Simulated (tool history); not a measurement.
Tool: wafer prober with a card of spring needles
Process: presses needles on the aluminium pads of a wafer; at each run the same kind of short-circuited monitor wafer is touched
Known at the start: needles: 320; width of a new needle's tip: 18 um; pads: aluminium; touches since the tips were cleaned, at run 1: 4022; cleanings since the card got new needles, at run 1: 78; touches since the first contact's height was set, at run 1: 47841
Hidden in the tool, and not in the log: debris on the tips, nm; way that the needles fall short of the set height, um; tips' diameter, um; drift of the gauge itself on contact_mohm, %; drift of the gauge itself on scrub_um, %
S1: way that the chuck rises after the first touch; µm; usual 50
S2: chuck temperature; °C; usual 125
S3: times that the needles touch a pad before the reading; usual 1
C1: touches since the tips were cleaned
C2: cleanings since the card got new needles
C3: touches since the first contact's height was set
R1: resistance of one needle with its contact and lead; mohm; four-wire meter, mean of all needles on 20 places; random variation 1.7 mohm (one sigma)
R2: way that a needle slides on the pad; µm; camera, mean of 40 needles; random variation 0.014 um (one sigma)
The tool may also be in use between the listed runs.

run   hour  S1   S2  S3    C1   C2     C3   R1    R2
  1    0.0  50  125   1  4022   78  47841  233  6.17
       3.3  -- tips cleaned on abrasive film
      19.2  -- tips cleaned on abrasive film
      34.8  -- tips cleaned on abrasive film
  2   46.1  50  104   1  3976   81  63978  232  6.15
      49.4  -- tips cleaned on abrasive film
      64.0  -- tips cleaned on abrasive film
      79.1  -- tips cleaned on abrasive film
      93.6  -- tips cleaned on abrasive film
  3   93.6  50  104   1     0   85  80564  183  6.13
     109.0  -- tips cleaned on abrasive film
     124.2  -- tips cleaned on abrasive film
  4  124.2  50  119   1     0   87  91292  185  6.13
     139.5  -- tips cleaned on abrasive film
     149.8  -- height of the first contact set anew
     156.2  -- tips cleaned on abrasive film
  5  165.2  50  119   1  3193   89   5385  222  6.26
     172.0  -- tips cleaned on abrasive film
     186.7  -- tips cleaned on abrasive film
     201.5  -- tips cleaned on abrasive film
  6  212.3  50  119   1  3791   92  21861  232  6.22
     218.0  -- tips cleaned on abrasive film
     232.4  -- tips cleaned on abrasive film
  7  243.0  50  119   1  3741   94  32631  234  6.22
     246.5  -- tips cleaned on abrasive film
     262.8  -- tips cleaned on abrasive film
  8  272.7  50  125   1  3504   96  43024  233  6.19
     278.2  -- tips cleaned on abrasive film
     293.4  -- tips cleaned on abrasive film
     310.2  -- tips cleaned on abrasive film
  9  320.2  50  125   1  3498   99  59636  234  6.17
     325.9  -- tips cleaned on abrasive film
     342.0  -- tips cleaned on abrasive film
 10  348.4  50  125   1  2251  101  69508  224  6.17
     356.7  -- tips cleaned on abrasive film
     371.2  -- tips cleaned on abrasive film
 11  374.9  50  125   1  1324  103  78795  204  6.16
     386.3  -- tips cleaned on abrasive film
     401.4  -- tips cleaned on abrasive film
     416.3  -- tips cleaned on abrasive film
 12  417.9  35  125   1   559  106  93829  219  4.25
     430.3  -- tips cleaned on abrasive film
     437.4  -- height of the first contact set anew
     446.9  -- tips cleaned on abrasive film
 13  450.0  50   80   1  1090  108   4404  197  6.22
     462.3  -- tips cleaned on abrasive film
     477.5  -- tips cleaned on abrasive film
 14  480.7  50   80   1  1118  110  15164  191  6.23
     491.7  -- tips cleaned on abrasive film
 15  503.8  50   80   1  4270  111  23266  234  6.23
     507.3  -- tips cleaned on abrasive film
     521.5  -- tips cleaned on abrasive film
     536.9  -- tips cleaned on abrasive film
 16  544.7  35   80   1  2773  114  37586  280  4.32
     552.7  -- tips cleaned on abrasive film
     568.7  -- tips cleaned on abrasive film
     583.9  -- tips cleaned on abrasive film
 17  589.4  35   74   1  1947  117  53219  253  4.31
     599.5  -- tips cleaned on abrasive film
     615.2  -- tips cleaned on abrasive film
     631.3  -- tips cleaned on abrasive film
 18  633.7  44   26   2   829  120  68716  179  5.41
     647.2  -- tips cleaned on abrasive film
     661.0  -- tips cleaned on abrasive film
 19  661.0  67   67   2     0  122  78285  171  8.28
     676.6  -- tips cleaned on abrasive film
 20  689.5  58  125   2  4541  123  88297  207  7.14
     692.0  -- tips cleaned on abrasive film
     705.8  -- tips cleaned on abrasive film
 21  717.3  58  125   2  4037  125  98000  205  7.10
     719.9  -- tips cleaned on abrasive film
     723.6  -- height of the first contact set anew
     735.9  -- tips cleaned on abrasive film
     750.1  -- tips cleaned on abrasive film
 22  751.6  37  125   1   508  128   9790  210  4.62
     766.4  -- tips cleaned on abrasive film
 23  773.2  64   44   2  2388  129  17361  180  7.97
     780.0  -- tips cleaned on abrasive film
     794.8  -- tips cleaned on abrasive film
 24  798.7  64   44   2  1367  131  26281  172  7.97
     811.1  -- tips cleaned on abrasive film
 25  821.5  63   75   1  3669  132  34288  202  7.87
     826.6  -- tips cleaned on abrasive film
     841.4  -- tips cleaned on abrasive film
 26  851.5  50  125   2  3592  134  44806  211  6.19
     856.2  -- tips cleaned on abrasive film
     872.4  -- tips cleaned on abrasive film
     888.1  -- tips cleaned on abrasive film
 27  888.1  70   90   1     0  137  57596  172  8.68
     903.1  -- tips cleaned on abrasive film
     917.2  -- tips cleaned on abrasive film
 28  917.2  36   36   2     0  139  67750  181  4.41

3 ways to go on from here, each from the tool as it stands after run 28. What would each give?
     931.3  -- tips cleaned on abrasive film
     945.4  -- tips cleaned on abrasive film
  A  949.2  59  36   2  1305  141  78953   ?   ?
     931.3  -- tips cleaned on abrasive film
     945.4  -- tips cleaned on abrasive film
  B  949.2  50  91   1  1305  141  78953   ?   ?
     931.3  -- tips cleaned on abrasive film
     945.4  -- tips cleaned on abrasive film
  C  949.2  67  82   3  1305  141  78953   ?   ?

run   R1    R2
  A  175  7.28
  B  200  6.12
  C  177  8.27
Without the tool's hidden state the same runs would have given:
run   R1    R2
  A  160  7.38
  B  170  6.22
  C  169  8.37
